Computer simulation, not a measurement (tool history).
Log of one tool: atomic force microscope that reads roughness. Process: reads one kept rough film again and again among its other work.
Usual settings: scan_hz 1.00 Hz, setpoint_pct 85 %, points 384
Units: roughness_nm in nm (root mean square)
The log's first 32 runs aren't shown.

{"run": 33, "hour": 978.9, "scan_hz": 2.61, "setpoint_pct": 79, "points": 265, "roughness_nm": 1.161}
{"run": 34, "hour": 1000.4, "scan_hz": 2.61, "setpoint_pct": 79, "points": 420, "roughness_nm": 1.139}
{"run": 35, "hour": 1030.3, "scan_hz": 3.07, "setpoint_pct": 75, "points": 385, "roughness_nm": 1.146}
{"run": 36, "hour": 1071.3, "scan_hz": 0.53, "setpoint_pct": 84, "points": 311, "roughness_nm": 1.301}
{"run": 37, "hour": 1092.1, "scan_hz": 1.0, "setpoint_pct": 58, "points": 431, "roughness_nm": 1.346}
{"hour": 1114.1, "done": "new tip fitted"}
{"run": 38, "hour": 1133.2, "scan_hz": 1.67, "setpoint_pct": 85, "points": 275, "roughness_nm": 1.245}
{"run": 39, "hour": 1161.0, "scan_hz": 1.75, "setpoint_pct": 78, "points": 320, "roughness_nm": 1.297}
{"run": 40, "hour": 1187.5, "scan_hz": 1.0, "setpoint_pct": 89, "points": 853, "roughness_nm": 1.299}

5 ways to go on from here, each from the tool as it stands after run 40. What would each give?
{"run": "A", "hour": 1224.9, "scan_hz": 2.5, "setpoint_pct": 89, "points": 384, "roughness_nm": "?"}
{"run": "B", "hour": 1224.9, "scan_hz": 0.58, "setpoint_pct": 85, "points": 270, "roughness_nm": "?"}
{"run": "C", "hour": 1224.9, "scan_hz": 1.0, "setpoint_pct": 59, "points": 756, "roughness_nm": "?"}
{"run": "D", "hour": 1224.9, "scan_hz": 1.0, "setpoint_pct": 89, "points": 584, "roughness_nm": "?"}
{"run": "E", "hour": 1224.9, "scan_hz": 1.36, "setpoint_pct": 82, "points": 460, "roughness_nm": "?"}

run=A roughness_nm=1.064
run=B roughness_nm=1.349
run=C roughness_nm=1.434
run=D roughness_nm=1.270
run=E roughness_nm=1.282
Without the tool's hidden state the same runs would have given:
run=A roughness_nm=1.124
run=B roughness_nm=1.426
run=C roughness_nm=1.515
run=D roughness_nm=1.342
run=E roughness_nm=1.355
